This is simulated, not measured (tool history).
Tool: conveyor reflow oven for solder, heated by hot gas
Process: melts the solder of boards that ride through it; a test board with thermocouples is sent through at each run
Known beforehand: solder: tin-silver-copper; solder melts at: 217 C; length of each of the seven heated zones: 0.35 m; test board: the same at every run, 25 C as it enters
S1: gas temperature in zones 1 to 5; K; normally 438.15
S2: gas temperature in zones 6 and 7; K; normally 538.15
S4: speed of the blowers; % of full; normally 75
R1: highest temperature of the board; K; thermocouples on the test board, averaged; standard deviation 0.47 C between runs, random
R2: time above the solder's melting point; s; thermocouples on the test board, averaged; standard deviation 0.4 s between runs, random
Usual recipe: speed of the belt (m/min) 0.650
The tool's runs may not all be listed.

Run 1, day 0.000: usual settings. Result: R1 519.95 K, R2 41.6 s.
Run 2, day 0.821: usual settings but S2 533.15 K. Result: R1 514.95 K, R2 38.2 s.
Run 3, day 2.104: usual settings but S2 533.15 K, speed of the belt (m/min) 0.557. Result: R1 520.45 K, R2 50.3 s.
At day 3.471: flux residue cleaned out of gas plates and filters.
Run 4, day 3.925: usual settings but S2 533.15 K, speed of the belt (m/min) 0.557, S4 86 % of full. Result: R1 522.45 K, R2 54.1 s.
Run 5, day 5.379: usual settings. Result: R1 519.25 K, R2 41.5 s.
Run 6, day 6.625: usual settings. Result: R1 520.45 K, R2 41.9 s.
Run 7, day 7.879: usual settings but speed of the belt (m/min) 0.741. Result: R1 515.25 K, R2 32.4 s.
Run 8, day 9.104: usual settings but speed of the belt (m/min) 0.741. Result: R1 514.15 K, R2 32.1 s.
Run 9, day 10.812: usual settings but speed of the belt (m/min) 0.572. Result: R1 524.45 K, R2 51.2 s.
Run 10, day 12.054: usual settings but S4 89 % of full. Result: R1 523.95 K, R2 44.9 s.
At day 12.417: flux residue cleaned out of gas plates and filters.
Run 11, day 13.225: usual settings but S1 433.15 K. Result: R1 519.05 K, R2 39.4 s.
Run 12, day 14.638: usual settings but S1 433.15 K. Result: R1 518.65 K, R2 39.3 s.
Run 13, day 15.912: usual settings but S1 433.15 K. Result: R1 518.75 K, R2 39.7 s.
Run 14, day 16.983: usual settings but S1 433.15 K. Result: R1 518.95 K, R2 39.7 s.
Run 15, day 17.979: usual settings but S1 433.15 K. Result: R1 518.85 K, R2 39.5 s.
Run 16, day 18.867: usual settings but S1 433.15 K. Result: R1 519.15 K, R2 39.6 s.
Run 17, day 19.667: usual settings but S1 434.15 K, S2 536.15 K, speed of the belt (m/min) 0.526, S4 62 % of full. Result: R1 520.45 K, R2 51.2 s.
Run 18, day 20.596: usual settings but S1 434.15 K, S2 536.15 K, speed of the belt (m/min) 0.526, S4 62 % of full. Result: R1 520.55 K, R2 52.2 s.
At day 21.354: flux residue cleaned out of gas plates and filters.
Run 19, day 21.862: usual settings but S1 429.15 K, S2 528.15 K, speed of the belt (m/min) 0.526, S4 85 % of full. Result: R1 517.35 K, R2 51.9 s.
Run 20, day 23.508: usual settings but S1 449.15 K, S4 68 % of full. Result: R1 519.45 K, R2 44.3 s.
Run 21, day 24.212: usual settings but S1 449.15 K, S4 68 % of full. Result: R1 519.25 K, R2 44.8 s.

Predict the results of run 22:
Run 22, day 25.162: usual settings but S4 79 % of full. Result: R1 ?, R2 ?.

{"run 22": {"R1": 520.95, "R2": 42.7}}
If the tool had no hidden condition, the same run with the same run-to-run variation would have returned R1 521.15 K, R2 42.8 s.
